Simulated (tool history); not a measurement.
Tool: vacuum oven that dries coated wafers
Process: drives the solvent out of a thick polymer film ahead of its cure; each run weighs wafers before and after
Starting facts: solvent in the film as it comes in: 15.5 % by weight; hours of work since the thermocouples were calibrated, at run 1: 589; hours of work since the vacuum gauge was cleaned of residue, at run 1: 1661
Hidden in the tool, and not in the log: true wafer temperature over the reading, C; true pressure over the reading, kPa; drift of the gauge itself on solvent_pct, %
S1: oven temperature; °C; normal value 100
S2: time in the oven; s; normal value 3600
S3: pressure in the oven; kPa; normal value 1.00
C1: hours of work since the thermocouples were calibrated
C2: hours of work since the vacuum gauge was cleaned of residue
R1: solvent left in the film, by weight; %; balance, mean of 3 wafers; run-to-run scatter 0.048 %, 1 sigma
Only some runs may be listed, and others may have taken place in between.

run    hour   S1    S2    S3    C1    C2    R1
  1     0.0  100  3600  1.00   589  1661  2.21
  2    45.1   98  3600  1.00   618  1689  2.66
  3    87.1   98  3600  1.00   644  1715  2.63
  4   129.0   98  3600  1.00   670  1742  2.59
  5   168.3   98  3600  1.00   695  1766  2.68
  6   229.5  100  3120  1.00   733  1804  2.81
  7   280.7  100  3120  1.00   765  1836  2.76
  8   317.1  100  3120  1.00   787  1859  2.70
  9   355.0  100  3120  1.00   811  1883  2.82
 10   412.7  100  3600  1.00   847  1919  2.20
 11   457.2  100  3600  1.00   875  1946  2.22
 12   506.0  100  3600  1.00   905  1977  2.25
 13   565.9  100  3600  0.62   943  2014  2.10
 14   628.6  100  3600  1.00   982  2054  2.21
 15   665.6  100  3600  1.00  1005  2077  2.13
 16   700.0  100  3600  1.00  1027  2098  2.21
 17   754.1  100  3600  1.00  1060  2132  2.18
      768.6  -- oven's thermocouples calibrated
 18   829.9   85  3600  1.00    38  2178  6.57
 19   904.6   85  3600  1.00    85  2225  6.45
 20   947.0   85  4440  1.00   111  2251  5.66
 21   987.7   85  4440  1.00   137  2277  5.63
 22  1055.9   99  3600  1.00   179  2319  2.44
 23  1126.6  110  3600  1.00   224  2363  0.63
 24  1192.0  110  3600  1.00   264  2404  0.58
 25  1264.8  110  3600  1.00   310  2450  0.53
 26  1311.4  100  3600  1.49   339  2479  2.26
 27  1362.5   93  3660  1.49   371  2511  4.09
 28  1397.9  100  3600  0.98   393  2533  2.16
 29  1468.6  112  3600  0.98   437  2577  0.40
 30  1541.5  109  2040  3.81   483  2622  2.56
 31  1586.1  109  2040  3.81   511  2650  2.57
 32  1640.2  107  1860  0.62   544  2684  2.99
 33  1709.9   95  2220  3.10   588  2728  5.94
 34  1753.3   95  5640  1.45   615  2755  1.87
 35  1814.8   95  5640  1.45   653  2793  1.84
 36  1858.4  100  2820  1.00   681  2820  3.21
 37  1929.8   86  2820  0.73   725  2865  7.17
 38  1985.5  105  2160  1.32   760  2900  3.05

Forecast run 39:
 39  2036.6  90  4320  0.74  792  2932   ?

Run 39 measured R1 4.22 %.
With no hidden state in the tool, this same run would have given R1 4.20 %.
